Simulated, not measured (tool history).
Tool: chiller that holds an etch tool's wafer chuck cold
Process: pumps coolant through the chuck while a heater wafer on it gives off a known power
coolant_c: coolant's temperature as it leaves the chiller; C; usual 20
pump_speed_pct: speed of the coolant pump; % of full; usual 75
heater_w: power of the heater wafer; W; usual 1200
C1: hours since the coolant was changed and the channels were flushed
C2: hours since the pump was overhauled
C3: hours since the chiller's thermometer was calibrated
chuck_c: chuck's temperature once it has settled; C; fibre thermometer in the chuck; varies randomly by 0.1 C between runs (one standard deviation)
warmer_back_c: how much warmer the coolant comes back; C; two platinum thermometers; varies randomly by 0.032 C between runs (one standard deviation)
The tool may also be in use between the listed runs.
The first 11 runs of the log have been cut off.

run 12 hour=481.2 | coolant_c=20 pump_speed_pct=75 heater_w=1200 | C1=3416 C2=2221 C3=3587 | chuck_c=28.9 warmer_back_c=4.13
run 13 hour=539.1 | coolant_c=20 pump_speed_pct=75 heater_w=1200 | C1=3474 C2=2279 C3=3645 | chuck_c=29 warmer_back_c=4.14
run 14 hour=597.8 | coolant_c=20 pump_speed_pct=75 heater_w=1200 | C1=3533 C2=2337 C3=3704 | chuck_c=28.8 warmer_back_c=4.1
run 15 hour=635 | coolant_c=20 pump_speed_pct=75 heater_w=1200 | C1=3570 C2=2375 C3=3741 | chuck_c=28.7 warmer_back_c=4.17
run 16 hour=665.4 | coolant_c=20 pump_speed_pct=75 heater_w=913 | C1=3601 C2=2405 C3=3771 | chuck_c=26.7 warmer_back_c=3.17
run 17 hour=692 | coolant_c=30 pump_speed_pct=74 heater_w=894 | C1=3627 C2=2432 C3=3798 | chuck_c=36.8 warmer_back_c=3.1
run 18 hour=730.2 | coolant_c=12 pump_speed_pct=96 heater_w=1124 | C1=3665 C2=2470 C3=3836 | chuck_c=18.7 warmer_back_c=3.09
run 19 hour=769 | coolant_c=12 pump_speed_pct=96 heater_w=1065 | C1=3704 C2=2509 C3=3875 | chuck_c=18.4 warmer_back_c=2.89
run 20 hour=828.5 | coolant_c=22 pump_speed_pct=73 heater_w=1734 | C1=3764 C2=2568 C3=3935 | chuck_c=35.1 warmer_back_c=6.12
run 21 hour=876.8 | coolant_c=19 pump_speed_pct=76 heater_w=1044 | C1=3812 C2=2617 C3=3983 | chuck_c=26.8 warmer_back_c=3.51
run 22 hour=920.5 | coolant_c=20 pump_speed_pct=83 heater_w=1348 | C1=3856 C2=2660 C3=4027 | chuck_c=29.3 warmer_back_c=4.2
run 23 hour=953.6 | coolant_c=11 pump_speed_pct=81 heater_w=1733 | C1=3889 C2=2693 C3=4060 | chuck_c=23.1 warmer_back_c=5.52
run 24 hour=985.6 | coolant_c=11 pump_speed_pct=81 heater_w=1733 | C1=3921 C2=2725 C3=4092 | chuck_c=23 warmer_back_c=5.61
run 25 hour=1026.8 | coolant_c=15 pump_speed_pct=79 heater_w=688 | C1=3962 C2=2766 C3=4133 | chuck_c=20 warmer_back_c=2.26
run 26 hour=1063.7 | coolant_c=20 pump_speed_pct=91 heater_w=1200 | C1=3999 C2=2803 C3=4170 | chuck_c=27.8 warmer_back_c=3.46
run 27 hour=1097.9 | coolant_c=14 pump_speed_pct=75 heater_w=1200 | C1=4033 C2=2838 C3=4204 | chuck_c=22.8 warmer_back_c=4.11
run 28 hour=1140.7 | coolant_c=27 pump_speed_pct=73 heater_w=1196 | C1=4076 C2=2880 C3=4247 | chuck_c=36 warmer_back_c=4.21
run 29 hour=1189 | coolant_c=19 pump_speed_pct=75 heater_w=1619 | C1=4124 C2=2929 C3=4295 | chuck_c=30.9 warmer_back_c=5.61
run 30 hour=1246.2 | coolant_c=20 pump_speed_pct=85 heater_w=1193 | C1=4181 C2=2986 C3=4352 | chuck_c=28 warmer_back_c=3.56
run 31 hour=1300.3 | coolant_c=27 pump_speed_pct=93 heater_w=1193 | C1=4236 C2=3040 C3=4406 | chuck_c=34.4 warmer_back_c=3.38

Here are 3 independent what-if runs from the current tool condition. What would each one return?
run A hour=1349 | coolant_c=27 pump_speed_pct=93 heater_w=609 | C1=4284 C2=3089 C3=4455 | chuck_c=? warmer_back_c=?
run B hour=1349 | coolant_c=20 pump_speed_pct=80 heater_w=1200 | C1=4284 C2=3089 C3=4455 | chuck_c=? warmer_back_c=?
run C hour=1349 | coolant_c=27 pump_speed_pct=74 heater_w=893 | C1=4284 C2=3089 C3=4455 | chuck_c=? warmer_back_c=?

run=A chuck_c=30.7 warmer_back_c=1.64
run=B chuck_c=28.4 warmer_back_c=3.93
run=C chuck_c=33.5 warmer_back_c=3.11
Without the tool's hidden state the same runs would have given:
run=A chuck_c=30.7 warmer_back_c=1.64
run=B chuck_c=28.3 warmer_back_c=3.92
run=C chuck_c=33.5 warmer_back_c=3.11

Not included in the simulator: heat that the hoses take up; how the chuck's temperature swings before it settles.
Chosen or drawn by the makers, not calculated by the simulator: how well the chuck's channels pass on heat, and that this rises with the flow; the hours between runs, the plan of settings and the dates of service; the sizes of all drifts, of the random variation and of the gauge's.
